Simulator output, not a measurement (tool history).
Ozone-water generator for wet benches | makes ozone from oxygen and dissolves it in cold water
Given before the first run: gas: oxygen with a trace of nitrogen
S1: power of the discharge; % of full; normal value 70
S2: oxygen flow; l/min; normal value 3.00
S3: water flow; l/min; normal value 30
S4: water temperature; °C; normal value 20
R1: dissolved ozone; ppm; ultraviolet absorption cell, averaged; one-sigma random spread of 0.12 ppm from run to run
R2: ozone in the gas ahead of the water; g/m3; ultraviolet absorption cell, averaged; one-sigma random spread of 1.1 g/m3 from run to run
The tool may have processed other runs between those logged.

| run | hour | S1 | S2 | S3 | S4 | R1 | R2 |
|---|---|---|---|---|---|---|---|
| 1 | 0.0 | 70 | 3.00 | 30 | 20 | 10.9 | 183.7 |
| 2 | 29.7 | 70 | 3.00 | 30 | 20 | 11.1 | 183.9 |
| 3 | 82.5 | 70 | 3.00 | 30 | 20 | 11.0 | 182.9 |
| 4 | 143.4 | 70 | 3.58 | 30 | 20 | 11.4 | 164.0 |
| 5 | 199.6 | 70 | 3.58 | 30 | 20 | 11.2 | 164.7 |
| 6 | 256.0 | 70 | 3.58 | 30 | 20 | 11.1 | 162.6 |
| 7 | 285.7 | 70 | 3.58 | 30 | 20 | 11.2 | 163.3 |
| 8 | 324.7 | 70 | 3.58 | 30 | 20 | 11.2 | 165.1 |
| 9 | 380.2 | 70 | 3.00 | 30 | 20 | 10.8 | 184.3 |
| 10 | 433.1 | 70 | 3.00 | 30 | 20 | 11.0 | 183.5 |
| 11 | 482.8 | 70 | 3.00 | 30 | 20 | 11.0 | 182.0 |
| 12 | 519.7 | 70 | 3.00 | 30 | 20 | 10.9 | 181.6 |
| 13 | 549.5 | 70 | 3.00 | 30 | 20 | 10.9 | 182.8 |
| 14 | 600.6 | 70 | 3.00 | 30 | 20 | 11.0 | 181.8 |
| 15 | 650.0 | 70 | 3.00 | 30 | 20 | 10.8 | 183.1 |
| 16 | 693.8 | 70 | 3.00 | 30 | 20 | 10.9 | 181.2 |
| 17 | 720.3 | 60 | 1.77 | 30 | 20 | 8.7 | 220.9 |
| 18 | 761.1 | 57 | 3.00 | 30 | 19 | 9.3 | 153.0 |
| 19 | 792.7 | 57 | 3.00 | 30 | 19 | 9.3 | 151.5 |
| 20 | 848.9 | 57 | 1.52 | 30 | 19 | 7.9 | 231.8 |
| 21 | 902.5 | 44 | 1.52 | 39 | 15 | 4.6 | 186.1 |
| 22 | 960.7 | 44 | 1.94 | 23 | 15 | 9.3 | 159.2 |
| 23 | 996.8 | 44 | 1.94 | 40 | 15 | 4.9 | 157.0 |
| 24 | 1022.9 | 70 | 2.35 | 19 | 20 | 16.5 | 213.5 |
| 25 | 1072.9 | 70 | 2.19 | 31 | 19 | 10.0 | 221.3 |
| 26 | 1133.1 | 70 | 2.19 | 31 | 19 | 9.9 | 219.2 |
| 27 | 1191.5 | 68 | 2.70 | 30 | 16 | 10.7 | 189.0 |
| 28 | 1244.1 | 70 | 2.70 | 30 | 19 | 10.7 | 193.7 |
| 29 | 1293.6 | 70 | 2.70 | 30 | 18 | 10.9 | 193.0 |
| 30 | 1348.5 | 55 | 2.20 | 30 | 20 | 8.2 | 176.4 |
| 31 | 1391.1 | 55 | 2.98 | 30 | 27 | 8.2 | 147.0 |
| 32 | 1450.3 | 55 | 2.98 | 30 | 27 | 8.4 | 148.4 |

Pick out some run-to-run changes in R1. Of each, how much would a tool without hidden state show as well, from the settings, what came in and chance, and how much is left for the hidden state and any gauge scatter not in both results compared?
Hidden conditions of the tool in this case: yield of the discharge, % of new electrodes'; contactor's efficiency, % of a clean one's; true water temperature over the reading, C; drift of the gauge itself on ozone_ppm, %; drift of the gauge itself on gas_g_m3, %.
Run 16 -> 17: S1 70 -> 60, S2 3.00 -> 1.77. R1 -2.2 ppm: hidden state +0.2, all else -2.4.
Run 20 -> 21: S1 57 -> 44, S3 30 -> 39, S4 19 -> 15. R1 -3.3 ppm: hidden state +0.2, all else -3.5.
Run 21 -> 22: S2 1.52 -> 1.94, S3 39 -> 23. R1 +4.7 ppm: hidden state -0.1, all else +4.8.
Run 23 -> 24: S1 44 -> 70, S2 1.94 -> 2.35, S3 40 -> 19, S4 15 -> 20. R1 +11.6 ppm: hidden state -0.6, all else +12.2.
Run 24 -> 25: S2 2.35 -> 2.19, S3 19 -> 31, S4 20 -> 19. R1 -6.5 ppm: hidden state +0.1, all else -6.6.
